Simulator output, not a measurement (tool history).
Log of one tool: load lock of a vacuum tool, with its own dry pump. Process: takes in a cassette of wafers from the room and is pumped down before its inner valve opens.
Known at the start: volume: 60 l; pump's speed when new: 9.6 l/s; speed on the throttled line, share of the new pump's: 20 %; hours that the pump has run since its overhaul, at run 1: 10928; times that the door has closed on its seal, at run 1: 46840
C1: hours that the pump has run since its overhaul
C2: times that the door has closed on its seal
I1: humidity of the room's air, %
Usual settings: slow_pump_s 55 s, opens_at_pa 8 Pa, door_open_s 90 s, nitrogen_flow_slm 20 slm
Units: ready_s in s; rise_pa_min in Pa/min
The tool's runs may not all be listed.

run 1 hour=0 | slow_pump_s=55 opens_at_pa=8 door_open_s=90 nitrogen_flow_slm=20 | C1=10928 C2=46840 | I1=44.9 | ready_s=108.5 rise_pa_min=0.218
run 2 hour=432.4 | slow_pump_s=55 opens_at_pa=7 door_open_s=90 nitrogen_flow_slm=20 | C1=11361 C2=47922 | I1=47.3 | ready_s=110.5 rise_pa_min=0.22
run 3 hour=851.6 | slow_pump_s=55 opens_at_pa=7 door_open_s=90 nitrogen_flow_slm=20 | C1=11780 C2=48971 | I1=48 | ready_s=110 rise_pa_min=0.225
run 4 hour=1120.7 | slow_pump_s=55 opens_at_pa=9 door_open_s=90 nitrogen_flow_slm=20 | C1=12049 C2=49645 | I1=43.3 | ready_s=109 rise_pa_min=0.224
run 5 hour=1526.7 | slow_pump_s=55 opens_at_pa=9 door_open_s=90 nitrogen_flow_slm=20 | C1=12455 C2=50661 | I1=46.2 | ready_s=110.6 rise_pa_min=0.235
run 6 hour=1884.3 | slow_pump_s=55 opens_at_pa=7 door_open_s=90 nitrogen_flow_slm=20 | C1=12812 C2=51556 | I1=45.5 | ready_s=111.2 rise_pa_min=0.247
run 7 hour=2396.3 | slow_pump_s=55 opens_at_pa=7 door_open_s=90 nitrogen_flow_slm=8 | C1=13325 C2=52838 | I1=42.7 | ready_s=112 rise_pa_min=0.258
run 8 hour=2895.1 | slow_pump_s=55 opens_at_pa=7 door_open_s=90 nitrogen_flow_slm=8 | C1=13823 C2=54086 | I1=48.1 | ready_s=111.7 rise_pa_min=0.271
run 9 hour=3336.2 | slow_pump_s=55 opens_at_pa=7 door_open_s=36 nitrogen_flow_slm=8 | C1=14264 C2=55190 | I1=44.4 | ready_s=111.7 rise_pa_min=0.259
run 10 hour=3593.8 | slow_pump_s=55 opens_at_pa=8 door_open_s=90 nitrogen_flow_slm=20 | C1=14522 C2=55835 | I1=39.5 | ready_s=111.7 rise_pa_min=0.265
run 11 hour=4015.1 | slow_pump_s=55 opens_at_pa=8 door_open_s=90 nitrogen_flow_slm=20 | C1=14943 C2=56889 | I1=46.2 | ready_s=111.1 rise_pa_min=0.276
run 12 hour=4272.5 | slow_pump_s=55 opens_at_pa=8 door_open_s=68 nitrogen_flow_slm=20 | C1=15201 C2=57534 | I1=46.5 | ready_s=113.5 rise_pa_min=0.274
run 13 hour=4765.1 | slow_pump_s=55 opens_at_pa=8 door_open_s=68 nitrogen_flow_slm=20 | C1=15693 C2=58767 | I1=42.2 | ready_s=112.6 rise_pa_min=0.277
run 14 hour=5214.7 | slow_pump_s=55 opens_at_pa=8 door_open_s=90 nitrogen_flow_slm=20 | C1=16143 C2=59892 | I1=45.3 | ready_s=113.2 rise_pa_min=0.289
run 15 hour=5636.1 | slow_pump_s=55 opens_at_pa=8 door_open_s=90 nitrogen_flow_slm=20 | C1=16564 C2=60947 | I1=46.2 | ready_s=112.7 rise_pa_min=0.307
run 16 hour=5968.1 | slow_pump_s=55 opens_at_pa=8 door_open_s=90 nitrogen_flow_slm=20 | C1=16896 C2=61778 | I1=45.6 | ready_s=112.9 rise_pa_min=0.314
-- hour=6369.2 dry pump taken out, an overhauled one fitted
run 17 hour=6390.8 | slow_pump_s=55 opens_at_pa=8 door_open_s=90 nitrogen_flow_slm=20 | C1=22 C2=62821 | I1=42.9 | ready_s=104.2 rise_pa_min=0.322
run 18 hour=6896.7 | slow_pump_s=55 opens_at_pa=8 door_open_s=90 nitrogen_flow_slm=20 | C1=528 C2=64087 | I1=45 | ready_s=102.9 rise_pa_min=0.317
run 19 hour=7136.2 | slow_pump_s=55 opens_at_pa=8 door_open_s=90 nitrogen_flow_slm=20 | C1=767 C2=64686 | I1=47.7 | ready_s=104.6 rise_pa_min=0.326
run 20 hour=7460.4 | slow_pump_s=55 opens_at_pa=8 door_open_s=90 nitrogen_flow_slm=20 | C1=1091 C2=65498 | I1=48.2 | ready_s=103.4 rise_pa_min=0.328
run 21 hour=7752.7 | slow_pump_s=55 opens_at_pa=8 door_open_s=58 nitrogen_flow_slm=40 | C1=1384 C2=66230 | I1=44 | ready_s=104.2 rise_pa_min=0.323
-- hour=7874.6 door's seal changed, seat wiped
run 22 hour=8075.3 | slow_pump_s=55 opens_at_pa=8 door_open_s=58 nitrogen_flow_slm=40 | C1=1705 C2=502 | I1=44.6 | ready_s=105.1 rise_pa_min=0.035
run 23 hour=8419 | slow_pump_s=50 opens_at_pa=10 door_open_s=59 nitrogen_flow_slm=5 | C1=2048 C2=1362 | I1=45.3 | ready_s=99.5 rise_pa_min=0.051
run 24 hour=8724.2 | slow_pump_s=50 opens_at_pa=10 door_open_s=48 nitrogen_flow_slm=5 | C1=2354 C2=2127 | I1=45.4 | ready_s=99.8 rise_pa_min=0.048
run 25 hour=9011.3 | slow_pump_s=55 opens_at_pa=10 door_open_s=44 nitrogen_flow_slm=20 | C1=2641 C2=2845 | I1=43.2 | ready_s=103.5 rise_pa_min=0.036
run 26 hour=9322.4 | slow_pump_s=55 opens_at_pa=10 door_open_s=44 nitrogen_flow_slm=20 | C1=2952 C2=3624 | I1=45.3 | ready_s=103.6 rise_pa_min=0.04
run 27 hour=9696.6 | slow_pump_s=55 opens_at_pa=8 door_open_s=53 nitrogen_flow_slm=20 | C1=3326 C2=4560 | I1=42.5 | ready_s=105.1 rise_pa_min=0.042
run 28 hour=9923.7 | slow_pump_s=55 opens_at_pa=10 door_open_s=91 nitrogen_flow_slm=8 | C1=3553 C2=5129 | I1=43.8 | ready_s=104.1 rise_pa_min=0.062
run 29 hour=10241.4 | slow_pump_s=60 opens_at_pa=9 door_open_s=95 nitrogen_flow_slm=8 | C1=3871 C2=5924 | I1=46.9 | ready_s=109.7 rise_pa_min=0.066
run 30 hour=10557.7 | slow_pump_s=47 opens_at_pa=12 door_open_s=109 nitrogen_flow_slm=4 | C1=4187 C2=6716 | I1=49.7 | ready_s=96.2 rise_pa_min=0.077
run 31 hour=11008.6 | slow_pump_s=47 opens_at_pa=12 door_open_s=109 nitrogen_flow_slm=32 | C1=4638 C2=7844 | I1=45.8 | ready_s=96.4 rise_pa_min=0.05
run 32 hour=11445 | slow_pump_s=61 opens_at_pa=6 door_open_s=90 nitrogen_flow_slm=20 | C1=5074 C2=8937 | I1=45.8 | ready_s=113.1 rise_pa_min=0.056
run 33 hour=11733.7 | slow_pump_s=35 opens_at_pa=9 door_open_s=90 nitrogen_flow_slm=6 | C1=5363 C2=9659 | I1=44.3 | ready_s=89.9 rise_pa_min=0.071
run 34 hour=12113.9 | slow_pump_s=35 opens_at_pa=9 door_open_s=115 nitrogen_flow_slm=6 | C1=5743 C2=10611 | I1=45.1 | ready_s=89.4 rise_pa_min=0.077
run 35 hour=12569.7 | slow_pump_s=80 opens_at_pa=14 door_open_s=90 nitrogen_flow_slm=21 | C1=6199 C2=11752 | I1=42.5 | ready_s=123.2 rise_pa_min=0.059
run 36 hour=12942.8 | slow_pump_s=36 opens_at_pa=8 door_open_s=142 nitrogen_flow_slm=4 | C1=6572 C2=12686 | I1=42.6 | ready_s=92.2 rise_pa_min=0.088

Hidden state or all else? Some run-to-run changes of ready_s, split into what the settings, what came in and random variation would give without the hidden state, and what is left for the hidden state (with any gauge scatter that isn't in both results):
The hidden state here: pump's speed, % of a new pump's; leak at the door's seal, Pa l/s; drift of the gauge itself on ready_s, %; drift of the gauge itself on rise_pa_min, %.
Run 16 -> 17: dry pump taken out, an overhauled one fitted. ready_s -8.7 s: hidden state -9.6, all else +0.9.
Run 32 -> 33: slow_pump_s 61 -> 35, opens_at_pa 6 -> 9, nitrogen_flow_slm 20 -> 6. ready_s -23.2 s: hidden state +0.2, all else -23.4.
Run 34 -> 35: slow_pump_s 35 -> 80, opens_at_pa 9 -> 14, door_open_s 115 -> 90, nitrogen_flow_slm 6 -> 21. ready_s +33.8 s: hidden state -0.5, all else +34.3.
Run 35 -> 36: slow_pump_s 80 -> 36, opens_at_pa 14 -> 8, door_open_s 90 -> 142, nitrogen_flow_slm 21 -> 4. ready_s -31 s: hidden state +1.1, all else -32.1.
